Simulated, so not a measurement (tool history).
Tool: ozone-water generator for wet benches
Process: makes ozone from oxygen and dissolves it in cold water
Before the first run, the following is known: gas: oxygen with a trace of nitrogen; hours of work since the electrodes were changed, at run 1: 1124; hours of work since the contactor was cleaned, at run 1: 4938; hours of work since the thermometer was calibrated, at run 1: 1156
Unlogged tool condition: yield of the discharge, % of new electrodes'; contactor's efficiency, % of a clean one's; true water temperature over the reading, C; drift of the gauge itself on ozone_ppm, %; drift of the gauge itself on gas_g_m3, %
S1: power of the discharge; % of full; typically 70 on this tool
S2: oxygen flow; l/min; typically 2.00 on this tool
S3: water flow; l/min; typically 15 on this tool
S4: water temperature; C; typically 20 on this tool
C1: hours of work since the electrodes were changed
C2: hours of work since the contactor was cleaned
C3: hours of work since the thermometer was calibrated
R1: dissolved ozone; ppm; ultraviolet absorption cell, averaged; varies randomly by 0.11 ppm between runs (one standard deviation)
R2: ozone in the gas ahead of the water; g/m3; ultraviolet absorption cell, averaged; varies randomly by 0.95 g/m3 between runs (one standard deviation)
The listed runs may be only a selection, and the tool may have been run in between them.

{"run": 1, "hour": 0.0, "S1": 70, "S2": 2.0, "S3": 15, "S4": 20, "C1": 1124, "C2": 4938, "C3": 1156, "R1": 8.5, "R2": 157.0}
{"run": 2, "hour": 138.5, "S1": 70, "S2": 2.0, "S3": 15, "S4": 20, "C1": 1222, "C2": 5036, "C3": 1254, "R1": 8.4, "R2": 156.9}
{"run": 3, "hour": 321.1, "S1": 70, "S2": 2.0, "S3": 15, "S4": 20, "C1": 1351, "C2": 5165, "C3": 1383, "R1": 8.2, "R2": 156.4}
{"hour": 338.8, "done": "water thermometer calibrated"}
{"run": 4, "hour": 410.4, "S1": 70, "S2": 2.0, "S3": 15, "S4": 20, "C1": 1414, "C2": 5228, "C3": 51, "R1": 8.2, "R2": 156.6}
{"run": 5, "hour": 558.2, "S1": 70, "S2": 2.0, "S3": 15, "S4": 20, "C1": 1518, "C2": 5332, "C3": 155, "R1": 8.0, "R2": 155.7}
{"run": 6, "hour": 648.8, "S1": 70, "S2": 1.49, "S3": 19, "S4": 20, "C1": 1582, "C2": 5396, "C3": 219, "R1": 5.6, "R2": 170.3}
{"run": 7, "hour": 800.7, "S1": 54, "S2": 2.96, "S3": 19, "S4": 22, "C1": 1690, "C2": 5504, "C3": 327, "R1": 6.5, "R2": 118.5}
{"run": 8, "hour": 1002.6, "S1": 54, "S2": 1.04, "S3": 19, "S4": 22, "C1": 1832, "C2": 5646, "C3": 469, "R1": 4.0, "R2": 163.1}
{"run": 9, "hour": 1089.5, "S1": 41, "S2": 1.1, "S3": 15, "S4": 20, "C1": 1894, "C2": 5708, "C3": 531, "R1": 4.7, "R2": 137.1}
{"hour": 1244.8, "done": "water thermometer calibrated, once more"}
{"run": 10, "hour": 1300.2, "S1": 41, "S2": 1.1, "S3": 15, "S4": 20, "C1": 2042, "C2": 5856, "C3": 39, "R1": 4.5, "R2": 136.4}

Forecast each of these 4 alternatives for the next run:
{"run": "A", "hour": 1413.8, "S1": 70, "S2": 1.92, "S3": 15, "S4": 18, "C1": 2123, "C2": 5937, "C3": 120, "R1": "?", "R2": "?"}
{"run": "B", "hour": 1413.8, "S1": 69, "S2": 1.1, "S3": 15, "S4": 20, "C1": 2123, "C2": 5937, "C3": 120, "R1": "?", "R2": "?"}
{"run": "C", "hour": 1413.8, "S1": 41, "S2": 1.1, "S3": 16, "S4": 20, "C1": 2123, "C2": 5937, "C3": 120, "R1": "?", "R2": "?"}
{"run": "D", "hour": 1413.8, "S1": 53, "S2": 1.07, "S3": 15, "S4": 14, "C1": 2123, "C2": 5937, "C3": 120, "R1": "?", "R2": "?"}

run=A R1=8.0 R2=153.1
run=B R1=6.1 R2=185.0
run=C R1=4.5 R2=136.8
run=D R1=5.4 R2=160.3
Without the tool's unlogged condition, the same runs would have read:
run=A R1=9.3 R2=162.0
run=B R1=7.2 R2=195.7
run=C R1=5.1 R2=142.2
run=D R1=6.2 R2=168.0

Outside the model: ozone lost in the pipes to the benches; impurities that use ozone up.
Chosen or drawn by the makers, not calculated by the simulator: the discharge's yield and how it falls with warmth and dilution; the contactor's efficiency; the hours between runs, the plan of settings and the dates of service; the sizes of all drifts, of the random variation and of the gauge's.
